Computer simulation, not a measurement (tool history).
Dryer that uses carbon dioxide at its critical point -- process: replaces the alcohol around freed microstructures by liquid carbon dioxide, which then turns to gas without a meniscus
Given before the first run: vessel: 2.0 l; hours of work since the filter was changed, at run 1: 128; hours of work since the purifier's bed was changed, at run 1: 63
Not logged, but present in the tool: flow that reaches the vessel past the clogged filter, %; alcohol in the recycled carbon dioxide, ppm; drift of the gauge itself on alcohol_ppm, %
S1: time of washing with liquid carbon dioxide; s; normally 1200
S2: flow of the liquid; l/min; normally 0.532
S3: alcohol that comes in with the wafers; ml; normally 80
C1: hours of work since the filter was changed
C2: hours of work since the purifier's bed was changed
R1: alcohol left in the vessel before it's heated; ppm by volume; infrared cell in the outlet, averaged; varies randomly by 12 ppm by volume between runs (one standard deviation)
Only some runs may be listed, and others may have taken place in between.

| run | hour | S1 | S2 | S3 | C1 | C2 | R1 |
|---|---|---|---|---|---|---|---|
| 1 | 0 | 1200 | 0.532 | 80 | 128 | 63 | 1014 |
| 2 | 5.7 | 1200 | 0.532 | 80 | 129 | 65 | 1022 |
| 3 | 15 | 960 | 0.532 | 80 | 133 | 68 | 2036 |
| 4 | 22.2 | 1200 | 0.532 | 80 | 135 | 70 | 1039 |
| 5 | 27.2 | 1200 | 0.532 | 80 | 137 | 72 | 1012 |
| 6 | 36.4 | 1200 | 0.532 | 49 | 140 | 75 | 648 |
| 7 | 45.1 | 1200 | 0.611 | 80 | 143 | 78 | 631 |
| 8 | 50.7 | 1200 | 0.611 | 80 | 145 | 80 | 644 |
| 9 | 56.1 | 1200 | 0.611 | 80 | 146 | 82 | 628 |
| 10 | 64.1 | 720 | 0.423 | 33 | 149 | 85 | 2999 |
| 11 | 69.7 | 720 | 0.423 | 33 | 151 | 86 | 2867 |
| 12 | 80.4 | 1680 | 0.532 | 80 | 155 | 90 | 269 |
| 13 | 86.9 | 1680 | 0.532 | 27 | 157 | 92 | 113 |
| 14 | 93.5 | 1680 | 0.532 | 27 | 159 | 94 | 108 |
| 15 | 104.8 | 840 | 0.806 | 80 | 163 | 98 | 962 |
| 16 | 116.8 | 1320 | 0.532 | 80 | 167 | 102 | 793 |
| 17 | 123.6 | 720 | 0.521 | 32 | 169 | 105 | 1961 |
| 18 | 128.4 | 720 | 0.386 | 30 | 171 | 106 | 3104 |

Measured result minus the same run's result without the hidden state. Both carry the same run-to-run variation, though not necessarily the same gauge scatter:
| run | R1 |
|---|---|
| 1 | +264 |
| 2 | +267 |
| 3 | +441 |
| 4 | +283 |
| 5 | +277 |
| 6 | +188 |
| 7 | +206 |
| 8 | +211 |
| 9 | +212 |
| 10 | +464 |
| 11 | +449 |
| 12 | +117 |
| 13 | +55 |
| 14 | +57 |
| 15 | +317 |
| 16 | +284 |
| 17 | +410 |
| 18 | +505 |
